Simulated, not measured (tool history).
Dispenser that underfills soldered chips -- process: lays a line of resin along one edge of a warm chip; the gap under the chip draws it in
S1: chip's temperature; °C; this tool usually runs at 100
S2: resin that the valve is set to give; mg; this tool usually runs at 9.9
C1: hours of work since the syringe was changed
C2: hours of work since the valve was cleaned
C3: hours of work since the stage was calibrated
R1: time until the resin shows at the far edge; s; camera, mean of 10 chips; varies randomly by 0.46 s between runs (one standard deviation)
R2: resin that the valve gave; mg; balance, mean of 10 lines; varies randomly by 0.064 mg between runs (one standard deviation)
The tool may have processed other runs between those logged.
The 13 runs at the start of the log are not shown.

run   hour   S1     S2  C1   C2   C3    R1     R2
     137.3  -- new syringe of resin
 14    144  100   9.01   5   96  212    42   8.47
     149.5  -- new syringe of resin
 15  159.1  100   9.01   7  107  223  42.7   8.45
     161.9  -- new syringe of resin
 16  173.3  100   9.01   8  117  234  44.6   8.41
     174.6  -- new syringe of resin
     186.4  -- dispensing valve cleaned and set on the balance
       188  -- new syringe of resin
 17    188  100   9.01   0    1  243  33.1   8.99
     200.3  -- new syringe of resin
 18  200.3  110   8.84   0   10  252  21.8   8.83
     212.4  -- new syringe of resin
 19  212.8   91   8.84   0   19  261    50   8.79
 20  223.2  104  10.26   8   26  269  35.3  10.18
     224.8  -- new syringe of resin
     237.1  -- new syringe of resin
 21  237.1   96   8.55   0   36  279  39.6   8.34
 22  244.1   96   8.55   5   41  284  46.2   8.47
     250.1  -- new syringe of resin
 23  259.9   96   8.55   7   53  295  50.6   8.42
     262.7  -- new syringe of resin
 24  267.8  101    9.9   4   59  301  36.6   9.53
     275.4  -- new syringe of resin
 25  280.4  104  10.86   4   68  310  30.5  10.38
     287.7  -- new syringe of resin
 26  289.7  104  11.33   1   74  316  28.8  10.78
       300  -- new syringe of resin
 27  302.1  112  12.66   2   83  325  19.6  12.18
     312.7  -- new syringe of resin
 28  312.7   88  11.75   0   91  333  55.2  11.16
     325.5  -- new syringe of resin
 29  326.6   88  11.75   1  101  343  55.6  10.98
 30  332.9   88  11.75   5  105  348  64.9  11.01
     338.5  -- new syringe of resin
 31  342.1   88  11.75   3  112  354  58.7  10.91
 32  348.5   93  12.49   7  117  359  53.4  11.65
     351.2  -- new syringe of resin
 33  358.5   93  12.49   5  124  366  51.9  11.54

Forecast each of these 5 alternatives for the next run:
     362.2  -- dispensing valve cleaned and set on the balance
     364.6  -- new syringe of resin
  A  369.8  106   9.61   4   5  373   ?   ?
     362.2  -- dispensing valve cleaned and set on the balance
     364.6  -- new syringe of resin
  B  369.8   88   9.95   4   5  373   ?   ?
     362.2  -- dispensing valve cleaned and set on the balance
     364.6  -- new syringe of resin
  C  369.8  106  11.43   4   5  373   ?   ?
     362.2  -- dispensing valve cleaned and set on the balance
     364.6  -- new syringe of resin
  D  369.8   93  12.49   4   5  373   ?   ?
     362.2  -- dispensing valve cleaned and set on the balance
     364.6  -- new syringe of resin
  E  369.8   92    9.9   4   5  373   ?   ?

run    R1     R2
  A  27.7   9.46
  B  62.7   9.87
  C  27.6  11.42
  D  49.1  12.43
  E  51.5   9.92
What these runs would have given with no unlogged condition in the tool:
run    R1     R2
  A  27.2   9.52
  B  62.2   9.93
  C  27.1  11.49
  D  48.6  12.51
  E    51   9.98
